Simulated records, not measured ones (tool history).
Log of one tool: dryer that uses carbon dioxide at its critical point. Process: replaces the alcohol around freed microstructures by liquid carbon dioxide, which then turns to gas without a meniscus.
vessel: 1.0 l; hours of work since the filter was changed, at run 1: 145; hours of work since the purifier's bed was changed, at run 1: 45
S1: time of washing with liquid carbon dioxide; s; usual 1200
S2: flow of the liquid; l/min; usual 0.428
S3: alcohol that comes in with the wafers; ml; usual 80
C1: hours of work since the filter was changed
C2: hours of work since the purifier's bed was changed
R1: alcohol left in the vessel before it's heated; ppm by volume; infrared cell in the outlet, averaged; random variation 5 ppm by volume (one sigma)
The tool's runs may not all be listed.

run   hour    S1     S2  S3   C1   C2   R1
  1    0.0  1200  0.428  80  145   45   48
      27.2  -- inlet filter changed
  2   49.8  1200  0.428  80    7   60   20
  3   82.1  1200  0.428  80   17   70   34
  4  132.1  1200  0.428  80   32   85   26
  5  181.6  1200  0.428  80   46   99   37
  6  217.7  1200  0.428  27   57  110   25
  7  266.6  1200  0.428  70   72  125   33
  8  312.8  1200  0.428  70   86  139   34
  9  346.4   960  0.660  70   96  149   11
 10  376.3   900  0.411  64  105  158  240
 11  406.8   900  0.411  64  114  167  231
 12  434.8   900  0.411  64  122  175  243
 13  479.4   900  0.514  64  136  189   74

4 ways to go on from here, each from the tool as it stands after run 13. What would each give?
  A  510.1  1200  0.455  78  145  198   ?
  B  510.1  1800  0.676  27  145  198   ?
  C  510.1   900  0.426  64  145  198   ?
  D  510.1   720  0.420  25  145  198   ?

run   R1
  A   36
  B   14
  C  213
  D  287
Without the tool's hidden state the same runs would have given:
run   R1
  A   20
  B    8
  C  133
  D  200
